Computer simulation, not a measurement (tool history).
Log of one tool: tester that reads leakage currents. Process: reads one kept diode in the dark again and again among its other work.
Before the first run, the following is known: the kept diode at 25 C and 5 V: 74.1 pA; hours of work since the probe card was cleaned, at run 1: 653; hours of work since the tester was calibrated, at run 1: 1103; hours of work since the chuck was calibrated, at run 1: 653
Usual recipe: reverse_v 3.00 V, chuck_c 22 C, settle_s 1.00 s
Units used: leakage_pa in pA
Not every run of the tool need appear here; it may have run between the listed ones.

run	hour	reverse_v	chuck_c	settle_s	hours of work since the probe card was cleaned	hours of work since the tester was calibrated	hours of work since the chuck was calibrated	leakage_pa
1	0.0	3.00	22	1.00	653	1103	653	43.03
2	139.1	3.00	22	1.00	742	1192	742	43.44
3	277.6	2.49	22	1.00	831	1281	831	38.30
4	447.6	2.49	22	1.00	940	1389	940	38.35
5	533.6	3.00	22	1.00	995	1444	995	43.47
6	693.5	3.00	22	0.46	1097	1547	1097	44.54
7	764.7	3.00	22	0.46	1143	1592	1143	44.96
# hour 782.1: chuck's temperature calibrated
8	935.5	3.00	23	0.46	1251	1700	98	47.69
9	1029.7	3.00	23	0.46	1311	1761	159	47.75
# hour 1161.4: chuck's temperature calibrated, once more
10	1189.9	3.00	23	0.46	1412	1862	18	51.83
11	1289.3	9.09	21	2.75	1476	1926	82	87.35
12	1441.7	1.25	24	1.33	1573	2023	179	31.29
13	1589.6	3.90	45	4.87	1668	2118	274	388.59
14	1735.5	3.88	21	6.02	1761	2211	367	50.22
15	1855.7	5.66	40	8.15	1838	2288	444	320.45
16	1954.1	5.66	40	8.15	1901	2351	507	318.28

5 ways to go on from here, each from the tool as it stands after run 16. What would each give?
A	2121.8	5.66	40	0.54	2009	2459	615	?
B	2121.8	3.00	55	1.00	2009	2459	615	?
C	2121.8	19.31	20	1.15	2009	2459	615	?
D	2121.8	11.64	40	8.15	2009	2459	615	?
E	2121.8	4.22	24	2.29	2009	2459	615	?

run	leakage_pa
A	320.49
B	733.37
C	147.04
D	497.52
E	69.22
With the hidden condition removed and each run's random variation left untouched, the same runs would have given:
run	leakage_pa
A	316.63
B	745.18
C	107.63
D	485.09
E	61.74

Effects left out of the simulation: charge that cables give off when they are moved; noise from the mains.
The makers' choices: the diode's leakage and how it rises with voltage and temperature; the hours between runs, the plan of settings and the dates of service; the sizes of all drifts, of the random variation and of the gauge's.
